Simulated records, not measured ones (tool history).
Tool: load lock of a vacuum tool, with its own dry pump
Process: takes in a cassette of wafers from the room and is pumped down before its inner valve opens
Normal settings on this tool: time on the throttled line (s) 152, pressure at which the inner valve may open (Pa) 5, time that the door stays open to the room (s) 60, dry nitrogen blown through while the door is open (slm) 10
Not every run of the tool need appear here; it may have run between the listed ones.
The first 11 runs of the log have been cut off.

| run | day | time on the throttled line (s) | pressure at which the inner valve may open (Pa) | time that the door stays open to the room (s) | dry nitrogen blown through while the door is open (slm) | incoming humidity of the room's air, % | time from the closed door until the inner valve may open (s) | rise of the pressure with all valves shut (Pa/min) |
|---|---|---|---|---|---|---|---|---|
| 12 | 124.196 | 117 | 5 | 60 | 10 | 45.5 | 253.9 | 0.098 |
| 13 | 131.45 | 117 | 5 | 60 | 10 | 48.7 | 253.7 | 0.1 |
| 14 | 144.704 | 92 | 5 | 60 | 10 | 46.4 | 233.8 | 0.109 |
| 15 | 161.804 | 92 | 5 | 60 | 10 | 43.4 | 235.7 | 0.13 |
| 16 | 169.908 | 92 | 5 | 60 | 10 | 43.9 | 234.3 | 0.136 |
| 17 | 181.3 | 92 | 5 | 60 | 10 | 43.7 | 235.5 | 0.153 |
| 18 | 192.433 | 92 | 5 | 60 | 10 | 46.5 | 234.6 | 0.168 |
| 19 | 203.05 | 109 | 4 | 41 | 10 | 48.8 | 253.7 | 0.178 |
|  | 207.329 | dry pump taken out, an overhauled one fitted |
| 20 | 219.396 | 109 | 4 | 41 | 10 | 46.4 | 235.9 | 0.195 |
| 21 | 236.183 | 109 | 4 | 41 | 10 | 42.6 | 234 | 0.216 |
| 22 | 247.029 | 146 | 7 | 46 | 10 | 46 | 259.7 | 0.239 |
| 23 | 256.508 | 152 | 5 | 60 | 18 | 42.6 | 271 | 0.241 |
| 24 | 266.833 | 152 | 5 | 60 | 18 | 44 | 269.5 | 0.264 |
| 25 | 276.071 | 202 | 5 | 97 | 10 | 44.2 | 311.4 | 0.284 |
| 26 | 291.833 | 152 | 4 | 31 | 10 | 45.7 | 275.5 | 0.298 |
| 27 | 307.983 | 152 | 4 | 100 | 10 | 45.3 | 274.6 | 0.34 |
| 28 | 315.629 | 96 | 7 | 102 | 18 | 45.9 | 216 | 0.352 |
| 29 | 327.621 | 96 | 7 | 102 | 5 | 44 | 217.7 | 0.385 |
| 30 | 341.054 | 143 | 7 | 60 | 10 | 44.6 | 259.4 | 0.383 |
| 31 | 350.988 | 107 | 7 | 47 | 6 | 45.9 | 228.2 | 0.412 |
| 32 | 366.675 | 107 | 7 | 47 | 6 | 44.1 | 227 | 0.448 |

Branching from run 32: 5 alternative next runs. What would each branch give?
| A | 382.425 | 107 | 7 | 120 | 6 | 47 | ? | ? |
| B | 382.425 | 246 | 7 | 73 | 6 | 46.4 | ? | ? |
| C | 382.425 | 107 | 8 | 133 | 6 | 42.6 | ? | ? |
| D | 382.425 | 107 | 8 | 47 | 5 | 44.9 | ? | ? |
| E | 382.425 | 95 | 4 | 60 | 16 | 47.1 | ? | ? |

| run | time from the closed door until the inner valve may open (s) | rise of the pressure with all valves shut (Pa/min) |
|---|---|---|
| A | 226.9 | 0.481 |
| B | 348.2 | 0.477 |
| C | 227.7 | 0.493 |
| D | 224.6 | 0.466 |
| E | 226 | 0.46 |
Without the tool's hidden state the same runs would have given:
| run | time from the closed door until the inner valve may open (s) | rise of the pressure with all valves shut (Pa/min) |
|---|---|---|
| A | 223.3 | 0.038 |
| B | 345.1 | 0.028 |
| C | 224.1 | 0.036 |
| D | 221.1 | 0.025 |
| E | 221.8 | 0.017 |
